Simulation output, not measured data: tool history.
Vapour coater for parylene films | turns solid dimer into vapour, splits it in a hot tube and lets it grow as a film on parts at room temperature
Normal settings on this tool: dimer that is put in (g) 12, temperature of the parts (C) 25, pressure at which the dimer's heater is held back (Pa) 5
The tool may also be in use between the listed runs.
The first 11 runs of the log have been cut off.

run   hour  dimer that is put in (g)  temperature of the parts (C)  pressure at which the dimer's heater is held back (Pa)  thickness of the film (nm)
 12  182.1                        12                            25                                                       5                        2540
 13  199.1                        12                            25                                                    2.87                        2880
 14  216.7                        12                            25                                                    2.87                        2810
 15  241.3                        16                            25                                                       5                        3460
 16  263.2                        16                            19                                                       5                        4320
 17  274.7                         8                            19                                                    6.56                        2040
 18  295.1                         8                            19                                                    6.56                        2050
       298  -- table's thermometer calibrated
 19  314.6                         8                            29                                                    6.71                        1370
 20  338.1                        12                            25                                                    3.35                        2780
 21  349.6                        13                            23                                                    4.35                        3050
     352.2  -- table's thermometer calibrated, once more
 22  363.6                        13                            23                                                    4.35                        2950

Run 23 comes next. What will it give?
 23  375.5                        12                            23                                                    8.75                           ?

{"run 23": {"thickness of the film (nm)": 2420}}
If the tool had no hidden condition, the same run with the same run-to-run variation would have returned thickness of the film (nm) 2620.
